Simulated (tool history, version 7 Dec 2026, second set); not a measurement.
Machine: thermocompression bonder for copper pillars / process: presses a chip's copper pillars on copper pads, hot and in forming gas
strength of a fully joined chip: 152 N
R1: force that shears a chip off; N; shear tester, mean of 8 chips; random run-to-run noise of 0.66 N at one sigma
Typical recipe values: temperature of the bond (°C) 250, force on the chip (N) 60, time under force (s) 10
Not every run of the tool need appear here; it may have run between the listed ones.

run 1 hour=0.0 | temperature_of_the_bond_(°C)=250 force_on_the_chip_(N)=60 time_under_force_(s)=10 | R1=100.4
run 2 hour=7.4 | temperature_of_the_bond_(°C)=250 force_on_the_chip_(N)=60 time_under_force_(s)=10 | R1=101.5
run 3 hour=22.4 | temperature_of_the_bond_(°C)=250 force_on_the_chip_(N)=60 time_under_force_(s)=10 | R1=99.4
run 4 hour=33.4 | temperature_of_the_bond_(°C)=235 force_on_the_chip_(N)=60 time_under_force_(s)=10 | R1=89.8
run 5 hour=40.8 | temperature_of_the_bond_(°C)=235 force_on_the_chip_(N)=60 time_under_force_(s)=10 | R1=88.7
run 6 hour=48.3 | temperature_of_the_bond_(°C)=235 force_on_the_chip_(N)=60 time_under_force_(s)=10 | R1=89.5
run 7 hour=62.0 | temperature_of_the_bond_(°C)=250 force_on_the_chip_(N)=43 time_under_force_(s)=10 | R1=79.4
-- hour=70.7 forming gas filter changed
run 8 hour=79.3 | temperature_of_the_bond_(°C)=250 force_on_the_chip_(N)=43 time_under_force_(s)=10 | R1=83.9
run 9 hour=96.5 | temperature_of_the_bond_(°C)=250 force_on_the_chip_(N)=43 time_under_force_(s)=10 | R1=85.2
run 10 hour=111.5 | temperature_of_the_bond_(°C)=221 force_on_the_chip_(N)=60 time_under_force_(s)=30 | R1=114.1
run 11 hour=121.5 | temperature_of_the_bond_(°C)=221 force_on_the_chip_(N)=60 time_under_force_(s)=30 | R1=112.1
run 12 hour=137.4 | temperature_of_the_bond_(°C)=258 force_on_the_chip_(N)=70 time_under_force_(s)=6 | R1=108.4
run 13 hour=147.7 | temperature_of_the_bond_(°C)=245 force_on_the_chip_(N)=70 time_under_force_(s)=6 | R1=98.3
run 14 hour=158.6 | temperature_of_the_bond_(°C)=274 force_on_the_chip_(N)=56 time_under_force_(s)=5 | R1=99.4
run 15 hour=173.0 | temperature_of_the_bond_(°C)=250 force_on_the_chip_(N)=40 time_under_force_(s)=10 | R1=78.6
run 16 hour=186.8 | temperature_of_the_bond_(°C)=250 force_on_the_chip_(N)=40 time_under_force_(s)=10 | R1=78.6
run 17 hour=198.7 | temperature_of_the_bond_(°C)=250 force_on_the_chip_(N)=40 time_under_force_(s)=8 | R1=72.8
run 18 hour=205.9 | temperature_of_the_bond_(°C)=220 force_on_the_chip_(N)=52 time_under_force_(s)=17 | R1=86.0

Each row is a separate what-if for the run after 18, all from the same tool condition, not one after another. Results?
run A hour=216.0 | temperature_of_the_bond_(°C)=253 force_on_the_chip_(N)=60 time_under_force_(s)=12 | R1=?
run B hour=216.0 | temperature_of_the_bond_(°C)=220 force_on_the_chip_(N)=57 time_under_force_(s)=10 | R1=?
run C hour=216.0 | temperature_of_the_bond_(°C)=222 force_on_the_chip_(N)=48 time_under_force_(s)=10 | R1=?
run D hour=216.0 | temperature_of_the_bond_(°C)=247 force_on_the_chip_(N)=52 time_under_force_(s)=17 | R1=?

run=A R1=109.7
run=B R1=76.5
run=C R1=67.7
run=D R1=106.9
With no hidden state in the tool, these same runs would have given:
run=A R1=112.7
run=B R1=77.5
run=C R1=68.4
run=D R1=109.6
